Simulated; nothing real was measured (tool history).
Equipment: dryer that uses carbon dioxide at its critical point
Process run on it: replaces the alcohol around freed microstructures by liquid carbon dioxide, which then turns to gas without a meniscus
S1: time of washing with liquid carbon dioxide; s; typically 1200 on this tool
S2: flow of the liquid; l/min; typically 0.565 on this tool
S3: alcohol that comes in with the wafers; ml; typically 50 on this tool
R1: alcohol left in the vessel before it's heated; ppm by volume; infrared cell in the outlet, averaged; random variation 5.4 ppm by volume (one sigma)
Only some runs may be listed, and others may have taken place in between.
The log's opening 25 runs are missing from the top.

Run 26, hour 1197.6: usual settings but S1 900 s, S2 0.545 l/min, S3 23 ml. Result: R1 383 ppm by volume.
Run 27, hour 1234.5: usual settings but S1 780 s, S2 0.850 l/min, S3 22 ml. Result: R1 121 ppm by volume.
Run 28, hour 1264.4: usual settings but S1 1080 s, S2 0.850 l/min, S3 26 ml. Result: R1 47 ppm by volume.
Run 29, hour 1303.4: usual settings but S1 1560 s, S3 53 ml. Result: R1 86 ppm by volume.
Run 30, hour 1334.1: usual settings but S1 1260 s, S2 0.424 l/min, S3 107 ml. Result: R1 1349 ppm by volume.
Run 31, hour 1385.7: usual settings but S2 0.944 l/min, S3 51 ml. Result: R1 47 ppm by volume.
At hour 1420.9: inlet filter changed.
Run 32, hour 1454.5: usual settings but S1 780 s, S2 0.944 l/min, S3 51 ml. Result: R1 123 ppm by volume.
Run 33, hour 1488.6: usual settings but S1 780 s, S2 0.944 l/min, S3 51 ml. Result: R1 117 ppm by volume.
Run 34, hour 1547.0: usual settings but S1 780 s, S2 0.440 l/min, S3 54 ml. Result: R1 2182 ppm by volume.
Run 35, hour 1607.9: usual settings but S1 1500 s, S2 0.361 l/min, S3 46 ml. Result: R1 491 ppm by volume.
Run 36, hour 1664.8: usual settings but S1 1500 s, S2 0.361 l/min, S3 46 ml. Result: R1 512 ppm by volume.
Run 37, hour 1721.9: usual settings but S1 1500 s, S2 0.756 l/min, S3 65 ml. Result: R1 54 ppm by volume.
Run 38, hour 1790.3: usual settings but S1 1500 s, S2 0.756 l/min, S3 65 ml. Result: R1 63 ppm by volume.
Run 39, hour 1859.7: usual settings but S1 1500 s, S2 0.756 l/min, S3 65 ml. Result: R1 60 ppm by volume.
Run 40, hour 1912.1: usual settings but S1 1500 s, S2 0.756 l/min, S3 65 ml. Result: R1 65 ppm by volume.
Run 41, hour 1951.5: usual settings but S1 960 s. Result: R1 591 ppm by volume.
Run 42, hour 1986.2: usual settings but S1 1800 s, S2 0.532 l/min, S3 33 ml. Result: R1 74 ppm by volume.
Run 43, hour 2048.9: usual settings but S1 1440 s, S2 0.532 l/min, S3 78 ml. Result: R1 245 ppm by volume.

Each row is a separate what-if for the run after 43, all from the same tool condition, not one after another. Results?
Run A, hour 2107.3: usual settings but S1 1560 s, S2 0.344 l/min. Result: R1 ?.
Run B, hour 2107.3: usual settings but S2 0.797 l/min. Result: R1 ?.
Run C, hour 2107.3: usual settings but S1 1620 s, S2 0.579 l/min, S3 76 ml. Result: R1 ?.

run   R1
  A  737
  B   84
  C  115
Had the tool no hidden state, the same runs would have come out as:
run   R1
  A  470
  B    8
  C   28

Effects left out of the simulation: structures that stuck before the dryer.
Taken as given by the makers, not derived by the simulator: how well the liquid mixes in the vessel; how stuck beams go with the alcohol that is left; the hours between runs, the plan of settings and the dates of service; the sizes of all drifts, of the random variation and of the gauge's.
